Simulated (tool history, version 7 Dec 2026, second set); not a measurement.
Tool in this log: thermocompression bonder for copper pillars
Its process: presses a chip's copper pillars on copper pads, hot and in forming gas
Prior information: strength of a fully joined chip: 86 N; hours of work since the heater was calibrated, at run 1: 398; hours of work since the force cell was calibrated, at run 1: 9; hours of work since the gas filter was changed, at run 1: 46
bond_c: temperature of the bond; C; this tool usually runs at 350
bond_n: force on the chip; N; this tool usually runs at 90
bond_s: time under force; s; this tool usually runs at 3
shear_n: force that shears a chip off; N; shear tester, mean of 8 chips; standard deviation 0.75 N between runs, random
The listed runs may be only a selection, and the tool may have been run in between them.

| run | hour | bond_c | bond_n | bond_s | hours of work since the heater was calibrated | hours of work since the force cell was calibrated | hours of work since the gas filter was changed | shear_n |
|---|---|---|---|---|---|---|---|---|
| 1 | 0.0 | 350 | 90 | 3 | 398 | 9 | 46 | 56.2 |
| 2 | 4.9 | 350 | 61 | 3 | 400 | 11 | 48 | 44.5 |
| 3 | 13.5 | 350 | 61 | 3 | 404 | 15 | 52 | 42.8 |
| 4 | 17.7 | 350 | 124 | 3 | 406 | 17 | 54 | 66.3 |
| 5 | 27.2 | 350 | 124 | 3 | 410 | 22 | 59 | 66.6 |
| 6 | 35.2 | 350 | 124 | 3 | 414 | 25 | 63 | 64.5 |
| 7 | 44.8 | 350 | 124 | 3 | 418 | 30 | 67 | 66.8 |
| 8 | 51.6 | 345 | 124 | 3 | 422 | 33 | 70 | 64.6 |
| 9 | 60.9 | 345 | 124 | 3 | 426 | 37 | 75 | 66.5 |
| 10 | 67.5 | 345 | 124 | 3 | 429 | 41 | 78 | 64.9 |
| 11 | 76.8 | 345 | 124 | 3 | 433 | 45 | 82 | 64.1 |
| 12 | 82.8 | 350 | 90 | 4 | 436 | 48 | 85 | 60.0 |
| 13 | 91.0 | 350 | 90 | 3 | 440 | 51 | 89 | 56.6 |
| 14 | 100.7 | 350 | 90 | 3 | 445 | 56 | 93 | 55.6 |
| 15 | 107.2 | 350 | 104 | 3 | 448 | 59 | 96 | 62.4 |
| 16 | 115.3 | 350 | 104 | 3 | 451 | 63 | 100 | 61.0 |
| 17 | 120.1 | 350 | 104 | 3 | 454 | 65 | 102 | 61.2 |
| 18 | 128.6 | 350 | 90 | 3 | 458 | 69 | 106 | 55.7 |
| 19 | 134.0 | 350 | 90 | 3 | 460 | 72 | 109 | 54.6 |
| 20 | 140.4 | 350 | 79 | 3 | 463 | 75 | 112 | 49.8 |
| 21 | 145.7 | 377 | 79 | 8 | 466 | 77 | 114 | 73.3 |
| 22 | 153.6 | 350 | 63 | 5 | 469 | 81 | 118 | 51.0 |
|  | 156.1 | heater calibrated with a thermocouple chip |
| 23 | 163.5 | 350 | 63 | 5 | 3 | 84 | 122 | 53.9 |
| 24 | 169.6 | 350 | 63 | 5 | 6 | 87 | 124 | 52.4 |
| 25 | 174.0 | 362 | 90 | 2 | 8 | 89 | 127 | 53.9 |
| 26 | 181.4 | 362 | 96 | 2 | 12 | 93 | 130 | 56.4 |
|  | 186.4 | heater calibrated with a thermocouple chip, once more |
| 27 | 191.5 | 362 | 96 | 2 | 2 | 97 | 134 | 54.2 |
| 28 | 196.6 | 362 | 96 | 2 | 5 | 99 | 136 | 54.4 |
| 29 | 200.7 | 366 | 90 | 3 | 7 | 101 | 138 | 58.2 |
| 30 | 205.3 | 366 | 90 | 5 | 9 | 103 | 140 | 64.6 |
| 31 | 213.3 | 366 | 90 | 5 | 13 | 107 | 144 | 65.9 |
| 32 | 221.9 | 365 | 55 | 5 | 17 | 111 | 148 | 49.6 |
| 33 | 230.0 | 343 | 67 | 4 | 20 | 115 | 152 | 45.4 |
| 34 | 235.2 | 343 | 67 | 4 | 23 | 117 | 154 | 46.3 |
| 35 | 243.1 | 343 | 67 | 4 | 27 | 121 | 158 | 46.3 |
| 36 | 250.6 | 343 | 67 | 4 | 30 | 124 | 161 | 45.6 |
| 37 | 260.2 | 323 | 90 | 3 | 35 | 129 | 166 | 43.7 |
| 38 | 267.7 | 323 | 90 | 3 | 38 | 132 | 169 | 42.9 |
| 39 | 273.5 | 323 | 90 | 3 | 41 | 135 | 172 | 43.7 |
| 40 | 279.2 | 339 | 84 | 3 | 43 | 138 | 175 | 47.2 |

For some of the steps in shear_n from one run to the next: how much would appear even if the tool had no hidden state, given the settings, what came in and random variation, and how much remains for the hidden state plus any gauge scatter that the measured result and the result without hidden state don't share?
Hidden state present: true temperature of the bond over the reading, C; force that reaches the chip, % of what is set; oxide that the forming gas leaves, % of the face; drift of the gauge itself on shear_n, %.
Run 3 -> 4: bond_n 61 -> 124. shear_n +23.5 N: hidden state -0.5, all else +24.0.
Run 20 -> 21: bond_c 350 -> 377, bond_s 3 -> 8. shear_n +23.5 N: hidden state -1.4, all else +24.9.
Run 21 -> 22: bond_c 377 -> 350, bond_n 79 -> 63, bond_s 8 -> 5. shear_n -22.3 N: hidden state +1.4, all else -23.7.
Run 26 -> 27: heater calibrated with a thermocouple chip, once more. shear_n -2.2 N: hidden state -3.4, all else +1.2.

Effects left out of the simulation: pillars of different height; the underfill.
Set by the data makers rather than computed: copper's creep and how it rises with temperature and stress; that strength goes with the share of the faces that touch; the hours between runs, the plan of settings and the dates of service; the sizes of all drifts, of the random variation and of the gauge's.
